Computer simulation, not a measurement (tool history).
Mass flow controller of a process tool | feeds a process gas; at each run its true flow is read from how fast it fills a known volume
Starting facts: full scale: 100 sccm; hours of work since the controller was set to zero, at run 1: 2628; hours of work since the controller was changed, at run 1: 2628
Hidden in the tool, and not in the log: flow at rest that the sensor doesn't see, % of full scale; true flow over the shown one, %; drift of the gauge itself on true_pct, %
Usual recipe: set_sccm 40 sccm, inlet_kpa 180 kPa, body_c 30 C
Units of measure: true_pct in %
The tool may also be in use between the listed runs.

run,day,set_sccm,inlet_kpa,body_c,hours of work since the controller was set to zero,hours of work since the controller was changed,true_pct
1,0.000,40,180,30,2628,2628,98.60
2,5.329,40,180,30,2726,2726,98.55
3,14.229,40,180,30,2891,2891,98.49
4,21.038,40,180,30,3016,3016,98.57
5,29.071,40,180,30,3164,3164,98.62
6,33.292,40,180,30,3242,3242,98.51
7,39.683,40,180,30,3360,3360,98.46
8,49.012,40,180,30,3532,3532,98.60
9,57.050,40,180,30,3680,3680,98.64
10,62.383,40,180,30,3779,3779,98.47
11,69.454,40,180,28,3909,3909,98.44
12,76.546,40,180,28,4040,4040,98.63
13,81.746,40,180,28,4136,4136,98.63
14,86.396,40,180,28,4222,4222,98.62
15,92.054,40,180,28,4326,4326,98.62
16,99.996,40,180,28,4472,4472,98.65
17,108.150,40,180,28,4623,4623,98.52
18,113.538,40,166,24,4722,4722,98.91
19,119.388,40,166,26,4830,4830,98.79
20,127.450,14,166,30,4979,4979,94.68
21,137.025,20,180,31,5155,5155,96.12
22,146.612,27,212,28,5332,5332,97.19
23,155.975,27,212,28,5505,5505,97.12
24,162.021,68,208,30,5616,5616,99.49
25,170.588,73,180,30,5774,5774,99.83
26,175.383,73,180,30,5863,5863,99.73
27,180.504,73,180,30,5957,5957,99.79

Branching from run 27: 4 alternative next runs. What would each branch give?
A,185.992,14,211,34,6059,6059,?
B,185.992,40,180,24,6059,6059,?
C,185.992,47,237,30,6059,6059,?
D,185.992,91,142,22,6059,6059,?

run,true_pct
A,93.39
B,98.71
C,98.51
D,100.93
Had the tool no hidden state, the same runs would have come out as:
run,true_pct
A,98.25
B,99.39
C,98.86
D,100.36
